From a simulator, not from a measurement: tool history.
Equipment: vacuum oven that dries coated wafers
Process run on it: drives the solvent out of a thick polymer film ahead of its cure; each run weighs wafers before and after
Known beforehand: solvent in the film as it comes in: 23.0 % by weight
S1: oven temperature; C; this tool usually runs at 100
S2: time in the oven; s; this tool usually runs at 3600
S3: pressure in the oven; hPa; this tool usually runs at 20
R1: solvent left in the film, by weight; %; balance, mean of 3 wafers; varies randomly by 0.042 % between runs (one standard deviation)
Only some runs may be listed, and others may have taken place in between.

run     day   S1    S2    S3    R1
  1       0  100  3600    20  2.32
  2     1.6  100  3600    20  2.26
  3   4.412  100  3600    20  2.31
  4   5.738  100  3600    20  2.33
  5   8.375  100  3600    20  2.34
  6   10.55  100  3600    20  2.36
  7  13.596  100  3600    20   2.4
  8  16.604  100  3600    20  2.28
  9  18.638  100  3600    20  2.39
 10  21.696  100  3600    20  2.32
 11  23.029  100  3600    20  2.29
     23.512  -- oven's thermocouples calibrated
 12  24.575  100  3600    20  2.26
 13  26.433  100  3600    20  2.33
 14  28.525  100  3600    20  2.25
 15  30.112  100  3600    20  2.17
 16  31.762  100  2340    20  3.61
 17  33.204  100  2340    20  3.53
       35.2  -- oven's thermocouples calibrated, once more
 18  35.842   97  2340    20  5.32
 19  38.775   97  2340    20  5.31
 20  41.929  107  5700  19.5  1.34
 21  44.958  107  5700  19.5   1.4
 22   46.35  100  3600  26.5  3.15
 23  48.192  100  2520    20   3.8
 24  49.638   87  3600  11.1  6.32
 25  51.467   96  2340  10.6  4.94
 26  53.838   88  1980  14.6  9.91
 27  56.429  108  3240    20  1.53
 28  58.238  112  5580    17  1.05
 29  61.212  103  3960    20  1.92
 30  62.971   96  1920  11.6   6.2
 31  64.562  109  3600    20  1.46
 32  67.133  109  3600    20  1.42
 33  69.338   92  5640  10.3  2.42
 34  71.617  108  6240  10.3   0.8
 35  72.975  110  2100  17.3  1.72

What would each run have given without the hidden state, its run-to-run variation left as it was?
Unlogged tool condition in this case: true wafer temperature over the reading, C; true pressure over the reading, kPa; drift of the gauge itself on solvent_pct, %.
run    R1
  1  2.32
  2  2.26
  3  2.31
  4  2.34
  5  2.35
  6  2.36
  7   2.4
  8  2.28
  9  2.39
 10  2.32
 11  2.29
 12  2.32
 13  2.39
 14  2.32
 15  2.24
 16  3.86
 17  3.78
 18  5.03
 19  5.03
 20  1.15
 21  1.21
 22  2.89
 23  3.56
 24  5.99
 25  4.69
 26  9.67
 27  1.33
 28  0.87
 29  1.67
 30  6.01
 31  1.25
 32  1.21
 33  2.07
 34  0.56
 35  1.54
